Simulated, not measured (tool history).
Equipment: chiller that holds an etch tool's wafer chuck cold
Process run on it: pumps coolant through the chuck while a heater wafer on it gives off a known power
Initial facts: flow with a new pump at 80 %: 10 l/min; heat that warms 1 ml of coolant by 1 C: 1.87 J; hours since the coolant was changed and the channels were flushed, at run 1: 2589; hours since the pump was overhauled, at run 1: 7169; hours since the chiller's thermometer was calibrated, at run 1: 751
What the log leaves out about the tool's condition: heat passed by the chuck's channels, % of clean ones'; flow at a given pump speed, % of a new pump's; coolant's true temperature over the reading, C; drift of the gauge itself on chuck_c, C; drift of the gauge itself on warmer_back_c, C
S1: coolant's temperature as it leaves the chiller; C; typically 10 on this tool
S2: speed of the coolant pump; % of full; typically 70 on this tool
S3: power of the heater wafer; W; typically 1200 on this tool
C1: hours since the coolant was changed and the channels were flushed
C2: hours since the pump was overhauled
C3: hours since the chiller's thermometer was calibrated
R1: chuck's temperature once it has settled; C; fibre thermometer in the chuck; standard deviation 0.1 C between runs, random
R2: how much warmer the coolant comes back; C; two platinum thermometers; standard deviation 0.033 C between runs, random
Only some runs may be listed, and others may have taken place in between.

{"run": 1, "hour": 0.0, "S1": 10, "S2": 70, "S3": 1200, "C1": 2589, "C2": 7169, "C3": 751, "R1": 21.6, "R2": 4.51}
{"run": 2, "hour": 169.7, "S1": 10, "S2": 70, "S3": 1200, "C1": 2759, "C2": 7339, "C3": 921, "R1": 21.5, "R2": 4.37}
{"run": 3, "hour": 290.1, "S1": 3, "S2": 70, "S3": 1200, "C1": 2880, "C2": 7460, "C3": 1041, "R1": 14.7, "R2": 4.43}
{"run": 4, "hour": 476.2, "S1": 3, "S2": 70, "S3": 1200, "C1": 3066, "C2": 7646, "C3": 1227, "R1": 14.6, "R2": 4.41}
{"run": 5, "hour": 595.2, "S1": 10, "S2": 93, "S3": 1200, "C1": 3185, "C2": 7765, "C3": 1346, "R1": 18.9, "R2": 3.15}
{"run": 6, "hour": 776.0, "S1": 10, "S2": 93, "S3": 1200, "C1": 3366, "C2": 7945, "C3": 1527, "R1": 19.0, "R2": 3.16}
{"run": 7, "hour": 945.6, "S1": 10, "S2": 93, "S3": 1200, "C1": 3535, "C2": 8115, "C3": 1696, "R1": 18.9, "R2": 3.2}
{"hour": 968.3, "done": "coolant pump overhauled"}
{"run": 8, "hour": 1141.2, "S1": 8, "S2": 93, "S3": 1200, "C1": 3726, "C2": 173, "C3": 1887, "R1": 16.9, "R2": 3.19}
{"run": 9, "hour": 1322.8, "S1": 15, "S2": 93, "S3": 1169, "C1": 3907, "C2": 355, "C3": 2069, "R1": 23.6, "R2": 3.08}
{"run": 10, "hour": 1478.1, "S1": 15, "S2": 93, "S3": 1169, "C1": 4063, "C2": 510, "C3": 2224, "R1": 23.7, "R2": 3.03}
{"hour": 1594.3, "done": "coolant changed, channels flushed"}
{"run": 11, "hour": 1662.6, "S1": 19, "S2": 70, "S3": 1158, "C1": 68, "C2": 688, "C3": 2402, "R1": 30.2, "R2": 4.22}
{"run": 12, "hour": 1833.0, "S1": 19, "S2": 70, "S3": 883, "C1": 239, "C2": 859, "C3": 2573, "R1": 27.5, "R2": 3.17}
{"run": 13, "hour": 1924.3, "S1": 19, "S2": 70, "S3": 883, "C1": 330, "C2": 950, "C3": 2664, "R1": 27.6, "R2": 3.14}
{"run": 14, "hour": 2047.3, "S1": 5, "S2": 89, "S3": 883, "C1": 453, "C2": 1073, "C3": 2787, "R1": 11.8, "R2": 2.34}
{"run": 15, "hour": 2220.5, "S1": 14, "S2": 67, "S3": 667, "C1": 626, "C2": 1246, "C3": 2960, "R1": 20.7, "R2": 2.48}
{"run": 16, "hour": 2338.5, "S1": 14, "S2": 70, "S3": 928, "C1": 744, "C2": 1364, "C3": 3078, "R1": 23.1, "R2": 3.3}

Each row is a separate what-if for the run after 16, all from the same tool condition, not one after another. Results?
{"run": "A", "hour": 2487.4, "S1": 10, "S2": 70, "S3": 1198, "C1": 893, "C2": 1513, "C3": 3227, "R1": "?", "R2": "?"}
{"run": "B", "hour": 2487.4, "S1": 14, "S2": 70, "S3": 726, "C1": 893, "C2": 1513, "C3": 3227, "R1": "?", "R2": "?"}
{"run": "C", "hour": 2487.4, "S1": 13, "S2": 70, "S3": 1328, "C1": 893, "C2": 1513, "C3": 3227, "R1": "?", "R2": "?"}
{"run": "D", "hour": 2487.4, "S1": 10, "S2": 87, "S3": 1200, "C1": 893, "C2": 1513, "C3": 3227, "R1": "?", "R2": "?"}
{"run": "E", "hour": 2487.4, "S1": 4, "S2": 77, "S3": 1380, "C1": 893, "C2": 1513, "C3": 3227, "R1": "?", "R2": "?"}

run=A R1=21.5 R2=4.24
run=B R1=21.0 R2=2.58
run=C R1=25.8 R2=4.78
run=D R1=19.3 R2=3.33
run=E R1=16.1 R2=4.43
The same runs, with their run-to-run variation unchanged, on a tool lacking any hidden condition would have given:
run=A R1=21.5 R2=4.42
run=B R1=21.0 R2=2.75
run=C R1=25.8 R2=4.95
run=D R1=19.3 R2=3.50
run=E R1=16.1 R2=4.60

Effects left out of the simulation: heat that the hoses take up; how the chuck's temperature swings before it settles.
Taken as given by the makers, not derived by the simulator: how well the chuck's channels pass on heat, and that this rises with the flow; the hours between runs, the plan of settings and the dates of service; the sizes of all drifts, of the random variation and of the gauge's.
